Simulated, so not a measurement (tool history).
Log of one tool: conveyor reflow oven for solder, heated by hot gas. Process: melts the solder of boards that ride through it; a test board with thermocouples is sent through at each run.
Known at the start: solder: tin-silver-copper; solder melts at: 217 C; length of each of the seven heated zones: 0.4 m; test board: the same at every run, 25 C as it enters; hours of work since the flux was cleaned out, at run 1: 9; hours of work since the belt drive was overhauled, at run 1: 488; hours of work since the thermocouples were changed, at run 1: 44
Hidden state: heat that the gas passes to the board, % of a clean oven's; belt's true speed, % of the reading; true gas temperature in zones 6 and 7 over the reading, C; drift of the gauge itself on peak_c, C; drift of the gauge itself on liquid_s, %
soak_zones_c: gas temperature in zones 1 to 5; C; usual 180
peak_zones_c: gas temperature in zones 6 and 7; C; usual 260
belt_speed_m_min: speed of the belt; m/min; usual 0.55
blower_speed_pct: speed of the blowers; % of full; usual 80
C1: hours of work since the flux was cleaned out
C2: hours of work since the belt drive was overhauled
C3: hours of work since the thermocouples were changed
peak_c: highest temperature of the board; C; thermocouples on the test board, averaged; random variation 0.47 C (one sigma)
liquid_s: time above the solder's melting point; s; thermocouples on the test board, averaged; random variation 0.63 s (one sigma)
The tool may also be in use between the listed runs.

Run 1, hour 0: usual settings; C1 9; C2 488; C3 44. Result: peak_c 248.9 C, liquid_s 65.1 s.
Run 2, hour 25: usual settings; C1 24; C2 503; C3 59. Result: peak_c 247.7 C, liquid_s 65.1 s.
Run 3, hour 39.5: usual settings; C1 33; C2 512; C3 68. Result: peak_c 247.5 C, liquid_s 64.9 s.
Run 4, hour 54.8: usual settings but blower_speed_pct 59 % of full; C1 43; C2 522; C3 78. Result: peak_c 243.6 C, liquid_s 58.4 s.
Run 5, hour 80.8: usual settings but blower_speed_pct 59 % of full; C1 59; C2 538; C3 94. Result: peak_c 243.7 C, liquid_s 58.4 s.
Run 6, hour 96.2: usual settings; C1 68; C2 547; C3 103. Result: peak_c 247.7 C, liquid_s 64.7 s.
Run 7, hour 114.4: usual settings; C1 80; C2 558; C3 115. Result: peak_c 246.6 C, liquid_s 63.8 s.
Run 8, hour 134.3: usual settings but belt_speed_m_min 0.45 m/min; C1 92; C2 571; C3 127. Result: peak_c 252 C, liquid_s 85 s.
Run 9, hour 146.4: usual settings but belt_speed_m_min 0.537 m/min, blower_speed_pct 76 % of full; C1 100; C2 578; C3 134. Result: peak_c 246.4 C, liquid_s 66.4 s.
Run 10, hour 171.8: usual settings but belt_speed_m_min 0.509 m/min, blower_speed_pct 76 % of full; C1 115; C2 594; C3 150. Result: peak_c 247.4 C, liquid_s 70.2 s.
Run 11, hour 194.8: usual settings but belt_speed_m_min 0.509 m/min, blower_speed_pct 76 % of full; C1 129; C2 608; C3 164. Result: peak_c 246.8 C, liquid_s 71.2 s.
Run 12, hour 215.3: usual settings but belt_speed_m_min 0.532 m/min, blower_speed_pct 76 % of full; C1 142; C2 621; C3 177. Result: peak_c 245.7 C, liquid_s 65.5 s.
Run 13, hour 228: usual settings but peak_zones_c 273 C, belt_speed_m_min 0.614 m/min, blower_speed_pct 50 % of full; C1 150; C2 629; C3 185. Result: peak_c 245.4 C, liquid_s 52.9 s.
Run 14, hour 249: usual settings but peak_zones_c 273 C, belt_speed_m_min 0.614 m/min, blower_speed_pct 50 % of full; C1 163; C2 642; C3 198. Result: peak_c 245.2 C, liquid_s 51 s.
Run 15, hour 265.6: usual settings but soak_zones_c 193 C, peak_zones_c 273 C, belt_speed_m_min 0.463 m/min, blower_speed_pct 50 % of full; C1 173; C2 652; C3 208. Result: peak_c 257.6 C, liquid_s 93.9 s.
Run 16, hour 285.6: usual settings but soak_zones_c 193 C, peak_zones_c 273 C, belt_speed_m_min 0.463 m/min, blower_speed_pct 50 % of full; C1 186; C2 664; C3 220. Result: peak_c 258.7 C, liquid_s 93.1 s.

5 ways to go on from here, each from the tool as it stands after run 16. What would each give?
Run A, hour 308: usual settings but peak_zones_c 263 C; C1 199; C2 678; C3 234. Result: peak_c ?, liquid_s ?.
Run B, hour 308: usual settings but soak_zones_c 189 C, peak_zones_c 254 C, belt_speed_m_min 0.463 m/min, blower_speed_pct 50 % of full; C1 199; C2 678; C3 234. Result: peak_c ?, liquid_s ?.
Run C, hour 308: usual settings but soak_zones_c 193 C, peak_zones_c 264 C, belt_speed_m_min 0.463 m/min, blower_speed_pct 50 % of full; C1 199; C2 678; C3 234. Result: peak_c ?, liquid_s ?.
Run D, hour 308: usual settings but soak_zones_c 171 C, peak_zones_c 272 C; C1 199; C2 678; C3 234. Result: peak_c ?, liquid_s ?.
Run E, hour 308: usual settings but soak_zones_c 177 C, peak_zones_c 255 C, blower_speed_pct 66 % of full; C1 199; C2 678; C3 234. Result: peak_c ?, liquid_s ?.

run  peak_c  liquid_s
  A     248      65.1
  B   241.4      74.5
  C   250.9        86
  D   253.9      64.6
  E   237.6        52
Without the tool's hidden state the same runs would have given:
run  peak_c  liquid_s
  A   250.2      67.4
  B   242.8      76.7
  C   252.4      87.4
  D   256.5      66.8
  E   239.7      55.3

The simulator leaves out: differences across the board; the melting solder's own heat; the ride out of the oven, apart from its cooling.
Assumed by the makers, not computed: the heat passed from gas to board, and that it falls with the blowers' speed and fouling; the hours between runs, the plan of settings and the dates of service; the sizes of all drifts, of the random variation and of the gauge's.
